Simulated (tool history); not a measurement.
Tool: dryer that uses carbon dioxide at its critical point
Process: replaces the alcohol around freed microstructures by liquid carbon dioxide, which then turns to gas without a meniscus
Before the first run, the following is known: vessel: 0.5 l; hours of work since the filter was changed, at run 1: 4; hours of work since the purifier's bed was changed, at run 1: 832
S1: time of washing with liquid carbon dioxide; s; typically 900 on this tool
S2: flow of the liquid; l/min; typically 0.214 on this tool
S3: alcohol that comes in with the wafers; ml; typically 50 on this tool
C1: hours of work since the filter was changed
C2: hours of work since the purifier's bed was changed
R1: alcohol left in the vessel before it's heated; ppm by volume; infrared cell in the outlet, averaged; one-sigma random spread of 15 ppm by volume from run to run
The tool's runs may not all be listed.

run,hour,S1,S2,S3,C1,C2,R1
1,0,900,0.214,50,4,832,1091
2,33.2,900,0.214,50,18,846,1115
3,91.4,900,0.214,50,42,871,1185
4,147,900,0.214,48,65,894,1133
5,193.4,900,0.214,50,85,913,1262
# hour 213.3: purifier's bed changed
6,247.7,900,0.214,50,106,14,1158
7,296.8,900,0.214,50,127,35,1219
8,332.7,900,0.214,50,142,50,1317
9,375.6,900,0.214,50,160,68,1355
10,438.2,1140,0.214,50,186,94,468
11,500.2,1140,0.362,50,212,120,37
12,563.2,900,0.324,50,239,147,175
13,625.4,900,0.324,50,265,173,192
14,656.8,900,0.324,50,278,186,203
15,699,900,0.324,50,296,204,214
16,751.4,900,0.324,50,318,226,230
17,799.2,900,0.324,50,338,246,254
# hour 821.4: inlet filter changed
18,852.4,900,0.324,55,13,268,117
19,912.1,900,0.324,55,38,293,133
20,973.1,540,0.324,55,64,319,1618
21,1002.3,540,0.324,55,76,331,1618
22,1055.8,540,0.324,55,99,354,1731
23,1101.7,540,0.324,55,118,373,1791
24,1149.5,540,0.324,55,138,393,1861
25,1211,540,0.324,107,164,419,3776
26,1247.1,540,0.324,107,179,434,3836
27,1286.1,780,0.14,104,195,450,19444
28,1312.7,780,0.14,38,206,461,7386
29,1367.3,900,0.214,55,229,484,1714
30,1426.5,1140,0.214,84,254,509,939
31,1487.7,1140,0.284,30,280,535,128
32,1543.9,960,0.137,93,304,559,12919
33,1589,900,0.283,50,322,578,535
34,1638.6,900,0.283,50,343,598,556
# hour 1645: inlet filter changed
35,1692.7,900,0.283,50,20,621,280
36,1739,900,0.283,50,39,640,292
37,1782.4,840,0.214,42,58,658,1339
38,1840.4,840,0.204,42,82,683,1654
39,1869.3,840,0.204,42,94,695,1685
40,1927.5,840,0.204,42,119,719,1734
41,1981.2,600,0.295,81,141,742,2798
42,2016.3,600,0.175,55,156,757,10822
43,2058.9,600,0.175,55,174,775,11040
44,2097.7,780,0.227,47,190,791,1969
45,2149.8,600,0.306,25,212,813,923
46,2189.2,600,0.306,25,229,829,954
47,2238.9,900,0.208,21,250,850,875
48,2294.6,900,0.208,21,273,874,939

3 options for the next run, each taken on its own from the tool as it stands now. Forecast them:
A,2342.5,1020,0.208,81,293,894,?
B,2342.5,900,0.217,49,293,894,?
C,2342.5,1380,0.342,26,293,894,?

run,R1
A,1969
B,1707
C,134
With no hidden state in the tool, these same runs would have given:
run,R1
A,923
B,837
C,9
